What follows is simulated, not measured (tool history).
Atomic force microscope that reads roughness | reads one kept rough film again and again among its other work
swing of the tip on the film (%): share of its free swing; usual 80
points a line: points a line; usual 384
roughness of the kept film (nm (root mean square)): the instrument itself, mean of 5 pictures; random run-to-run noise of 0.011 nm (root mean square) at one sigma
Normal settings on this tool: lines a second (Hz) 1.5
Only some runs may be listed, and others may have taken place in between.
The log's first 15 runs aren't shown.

run	hour	lines a second (Hz)	swing of the tip on the film (%)	points a line	pictures with this tip	hours of work since the height scale was calibrated	roughness of the kept film (nm (root mean square))
16	267.1	1.5	80	384	177	325	2.944
17	288.3	1.5	80	384	203	335	2.937
18	310.5	1.5	80	384	231	345	2.935
19	330.2	2.21	80	384	256	354	2.745
20	351.9	2.21	82	900	283	364	2.73
21	364.3	2.21	82	900	299	370	2.731
22	383.3	1.06	63	934	322	379	3.278
# hour 386.1: new tip fitted
23	406.2	0.99	59	462	25	389	3.3
24	421.5	1.19	75	732	45	396	3.145
25	442.7	1.5	60	333	71	406	3.247
26	456	2.66	75	384	88	412	2.782
27	474.9	1.5	70	384	111	421	3.124
28	493.5	1.5	70	384	135	429	3.109
29	504.8	1.5	75	508	149	434	3.039
30	519.4	1.5	75	508	167	441	3.064
31	545.5	1.5	75	508	200	453	3.054
32	569.3	3.84	75	508	230	464	2.604
33	585.4	0.83	81	508	250	472	3.112
34	604.7	3.69	81	797	274	480	2.43
35	615.5	3.69	81	797	287	485	2.424

Each row is a separate what-if for the run after 35, all from the same tool condition, not one after another. Results?
A	633.5	0.92	58	262	310	494	?
B	633.5	2.7	63	797	310	494	?
C	633.5	1.3	55	384	310	494	?
D	633.5	1.14	81	385	310	494	?

run	roughness of the kept film (nm (root mean square))
A	3.288
B	3.07
C	3.286
D	3.023
Take away the tool's hidden state, keep each run's random variation, and the runs would have read:
run	roughness of the kept film (nm (root mean square))
A	3.3
B	3.081
C	3.298
D	3.034
